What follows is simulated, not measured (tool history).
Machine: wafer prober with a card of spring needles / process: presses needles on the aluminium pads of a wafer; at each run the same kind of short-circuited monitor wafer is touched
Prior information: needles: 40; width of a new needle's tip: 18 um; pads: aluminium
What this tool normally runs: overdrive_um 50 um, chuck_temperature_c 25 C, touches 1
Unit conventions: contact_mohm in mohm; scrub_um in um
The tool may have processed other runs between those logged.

run,hour,overdrive_um,chuck_temperature_c,touches,contact_mohm,scrub_um
1,0,50,25,1,155,13.98
# hour 6.4: tips cleaned on abrasive film
# hour 13.2: tips cleaned on abrasive film
2,13.9,50,42,1,160,14.01
# hour 20.3: tips cleaned on abrasive film
3,23.1,50,42,1,158,14
# hour 24.5: height of the first contact set anew
# hour 27.9: tips cleaned on abrasive film
# hour 35.2: tips cleaned on abrasive film
4,37.4,50,42,1,157,13.9
# hour 42.8: tips cleaned on abrasive film
# hour 49.2: tips cleaned on abrasive film
5,49.2,50,42,1,157,13.94
# hour 55.9: tips cleaned on abrasive film
# hour 62.4: tips cleaned on abrasive film
6,63.1,50,42,1,158,13.85
# hour 68.8: tips cleaned on abrasive film
# hour 76.5: tips cleaned on abrasive film
7,77.3,50,42,1,157,13.87
# hour 83.6: tips cleaned on abrasive film
# hour 90.4: tips cleaned on abrasive film
8,90.4,50,99,1,171,13.87
# hour 97.3: tips cleaned on abrasive film
# hour 104.1: tips cleaned on abrasive film
9,106.6,50,99,1,170,13.87
# hour 110.8: tips cleaned on abrasive film
# hour 118.1: tips cleaned on abrasive film
10,119.9,50,99,1,167,13.93
# hour 124.8: tips cleaned on abrasive film
11,129.2,50,99,1,169,13.97
# hour 132: tips cleaned on abrasive film
# hour 138.4: tips cleaned on abrasive film
12,138.8,50,25,2,153,13.88
# hour 145: tips cleaned on abrasive film
# hour 151.5: tips cleaned on abrasive film
13,153.2,50,25,1,156,13.84
# hour 159.3: tips cleaned on abrasive film
14,160,50,25,1,154,13.83
# hour 166.2: tips cleaned on abrasive film
15,166.7,50,25,1,155,13.98
# hour 173.7: tips cleaned on abrasive film
16,178.2,50,25,1,155,13.88
# hour 180.3: tips cleaned on abrasive film
# hour 187.1: tips cleaned on abrasive film
17,191.4,53,63,1,158,14.58
# hour 194.3: tips cleaned on abrasive film
# hour 201.4: tips cleaned on abrasive film
18,204.8,50,25,1,156,13.77
# hour 207.9: tips cleaned on abrasive film
# hour 208.2: height of the first contact set anew
# hour 215.1: tips cleaned on abrasive film
19,216.5,52,33,2,158,14.41
# hour 222: tips cleaned on abrasive film
20,227.6,50,43,1,155,13.88
# hour 229.1: tips cleaned on abrasive film
# hour 236.4: tips cleaned on abrasive film
21,238.2,50,43,1,159,13.85
# hour 244.2: tips cleaned on abrasive film
22,248.7,50,43,1,158,13.83
# hour 251.1: tips cleaned on abrasive film
# hour 257.4: tips cleaned on abrasive film
23,263.6,50,25,3,155,13.79
# hour 264.9: tips cleaned on abrasive film
# hour 272.1: tips cleaned on abrasive film
# hour 279: tips cleaned on abrasive film
24,279,52,95,1,167,14.35
# hour 286.6: tips cleaned on abrasive film
# hour 293.4: tips cleaned on abrasive film
25,293.4,57,44,1,157,15.75
# hour 300.2: tips cleaned on abrasive film
26,302.7,37,48,1,165,10.22
# hour 306.6: tips cleaned on abrasive film
27,311.9,44,60,1,165,12.21
# hour 313.5: tips cleaned on abrasive film
# hour 320.1: tips cleaned on abrasive film
28,321.2,50,77,2,168,13.8
# hour 326.7: tips cleaned on abrasive film
# hour 333.7: tips cleaned on abrasive film
29,335.4,49,25,1,157,13.48
# hour 340.3: tips cleaned on abrasive film
30,342.6,41,41,2,162,11.28

Below are 3 alternative next runs, each starting from the tool's condition after run 30. Predict each:
# hour 347: tips cleaned on abrasive film
# hour 353.8: tips cleaned on abrasive film
A,356.6,56,41,3,?,?
# hour 347: tips cleaned on abrasive film
# hour 353.8: tips cleaned on abrasive film
B,356.6,46,29,1,?,?
# hour 347: tips cleaned on abrasive film
# hour 353.8: tips cleaned on abrasive film
C,356.6,53,31,2,?,?

run,contact_mohm,scrub_um
A,156,15.41
B,154,12.6
C,154,14.65
With the hidden condition removed and each run's random variation left untouched, the same runs would have given:
run,contact_mohm,scrub_um
A,156,15.63
B,154,12.78
C,154,14.86
